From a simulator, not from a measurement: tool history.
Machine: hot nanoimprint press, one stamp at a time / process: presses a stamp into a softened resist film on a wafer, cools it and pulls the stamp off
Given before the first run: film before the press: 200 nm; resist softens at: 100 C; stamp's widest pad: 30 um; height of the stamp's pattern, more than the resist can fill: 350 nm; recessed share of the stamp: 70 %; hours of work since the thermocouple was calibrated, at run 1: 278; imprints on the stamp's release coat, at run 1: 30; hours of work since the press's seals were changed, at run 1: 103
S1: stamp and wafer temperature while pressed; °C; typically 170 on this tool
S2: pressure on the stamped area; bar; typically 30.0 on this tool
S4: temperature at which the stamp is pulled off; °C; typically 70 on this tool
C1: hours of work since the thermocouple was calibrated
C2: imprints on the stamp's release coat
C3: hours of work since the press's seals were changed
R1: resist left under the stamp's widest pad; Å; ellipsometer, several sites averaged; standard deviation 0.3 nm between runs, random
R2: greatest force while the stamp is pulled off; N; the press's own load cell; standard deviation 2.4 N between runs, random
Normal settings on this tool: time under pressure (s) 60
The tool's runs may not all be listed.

run 1 day=0.000 | S1=170 S2=30.0 time_under_pressure_(s)=60 S4=70 | C1=278 C2=30 C3=103 | R1=1012 R2=107
run 2 day=1.117 | S1=170 S2=30.0 time_under_pressure_(s)=60 S4=70 | C1=289 C2=77 C3=114 | R1=1015 R2=114
run 3 day=2.367 | S1=170 S2=30.0 time_under_pressure_(s)=60 S4=70 | C1=301 C2=129 C3=126 | R1=1016 R2=119
run 4 day=3.171 | S1=170 S2=30.0 time_under_pressure_(s)=39 S4=70 | C1=308 C2=163 C3=134 | R1=1169 R2=118
run 5 day=3.729 | S1=170 S2=30.0 time_under_pressure_(s)=39 S4=70 | C1=314 C2=187 C3=139 | R1=1178 R2=120
run 6 day=4.650 | S1=170 S2=30.0 time_under_pressure_(s)=39 S4=70 | C1=323 C2=226 C3=148 | R1=1172 R2=111
run 7 day=5.742 | S1=170 S2=30.0 time_under_pressure_(s)=39 S4=70 | C1=333 C2=272 C3=159 | R1=1174 R2=125
run 8 day=6.846 | S1=170 S2=30.0 time_under_pressure_(s)=39 S4=70 | C1=344 C2=318 C3=169 | R1=1171 R2=122
-- day=7.204 plate thermocouple calibrated
run 9 day=7.729 | S1=170 S2=30.0 time_under_pressure_(s)=39 S4=70 | C1=5 C2=350 C3=177 | R1=1205 R2=121
run 10 day=8.588 | S1=158 S2=30.0 time_under_pressure_(s)=39 S4=70 | C1=13 C2=386 C3=185 | R1=1677 R2=126
run 11 day=9.188 | S1=158 S2=30.0 time_under_pressure_(s)=39 S4=70 | C1=19 C2=412 C3=191 | R1=1672 R2=126
run 12 day=10.492 | S1=158 S2=30.0 time_under_pressure_(s)=39 S4=70 | C1=32 C2=467 C3=203 | R1=1669 R2=129
run 13 day=11.717 | S1=158 S2=30.0 time_under_pressure_(s)=39 S4=70 | C1=44 C2=518 C3=215 | R1=1663 R2=130
run 14 day=12.988 | S1=170 S2=19.3 time_under_pressure_(s)=60 S4=70 | C1=56 C2=572 C3=227 | R1=1226 R2=133
run 15 day=13.954 | S1=170 S2=18.3 time_under_pressure_(s)=60 S4=70 | C1=65 C2=613 C3=237 | R1=1252 R2=131
run 16 day=15.125 | S1=170 S2=30.0 time_under_pressure_(s)=60 S4=57 | C1=76 C2=662 C3=248 | R1=1036 R2=163
run 17 day=16.433 | S1=170 S2=30.0 time_under_pressure_(s)=60 S4=57 | C1=89 C2=717 C3=260 | R1=1044 R2=154
run 18 day=17.125 | S1=170 S2=20.6 time_under_pressure_(s)=77 S4=77 | C1=96 C2=746 C3=267 | R1=1107 R2=123
run 19 day=18.133 | S1=170 S2=20.6 time_under_pressure_(s)=77 S4=77 | C1=105 C2=789 C3=277 | R1=1101 R2=124
run 20 day=19.017 | S1=174 S2=30.0 time_under_pressure_(s)=60 S4=70 | C1=114 C2=826 C3=285 | R1=886 R2=144
run 21 day=19.875 | S1=170 S2=46.1 time_under_pressure_(s)=60 S4=70 | C1=122 C2=862 C3=294 | R1=869 R2=145
run 22 day=20.675 | S1=159 S2=19.9 time_under_pressure_(s)=36 S4=62 | C1=130 C2=896 C3=301 | R1=1763 R2=160
run 23 day=21.671 | S1=159 S2=43.0 time_under_pressure_(s)=30 S4=62 | C1=139 C2=938 C3=311 | R1=1592 R2=157
run 24 day=22.388 | S1=170 S2=30.8 time_under_pressure_(s)=32 S4=70 | C1=146 C2=968 C3=318 | R1=1259 R2=149
run 25 day=23.479 | S1=170 S2=30.8 time_under_pressure_(s)=32 S4=70 | C1=157 C2=1014 C3=328 | R1=1258 R2=157
run 26 day=24.225 | S1=170 S2=30.8 time_under_pressure_(s)=32 S4=70 | C1=164 C2=1046 C3=336 | R1=1257 R2=152
run 27 day=25.288 | S1=170 S2=30.8 time_under_pressure_(s)=32 S4=70 | C1=174 C2=1091 C3=346 | R1=1249 R2=154
run 28 day=26.388 | S1=170 S2=42.3 time_under_pressure_(s)=39 S4=70 | C1=185 C2=1137 C3=356 | R1=1052 R2=162
run 29 day=27.412 | S1=173 S2=42.3 time_under_pressure_(s)=87 S4=59 | C1=195 C2=1180 C3=366 | R1=678 R2=172
run 30 day=28.688 | S1=170 S2=30.0 time_under_pressure_(s)=105 S4=70 | C1=207 C2=1234 C3=379 | R1=835 R2=159
run 31 day=29.633 | S1=170 S2=30.0 time_under_pressure_(s)=105 S4=70 | C1=216 C2=1274 C3=388 | R1=837 R2=168

Alternative continuations, all from the tool just after run 31; predict every row:
run A day=30.908 | S1=170 S2=22.9 time_under_pressure_(s)=36 S4=70 | C1=229 C2=1328 C3=400 | R1=? R2=?
run B day=30.908 | S1=170 S2=30.0 time_under_pressure_(s)=42 S4=69 | C1=229 C2=1328 C3=400 | R1=? R2=?
run C day=30.908 | S1=170 S2=29.1 time_under_pressure_(s)=105 S4=65 | C1=229 C2=1328 C3=400 | R1=? R2=?

run=A R1=1331 R2=158
run=B R1=1166 R2=159
run=C R1=849 R2=179
Had the tool no hidden state, the same runs would have come out as:
run=A R1=1347 R2=106
run=B R1=1179 R2=106
run=C R1=862 R2=121
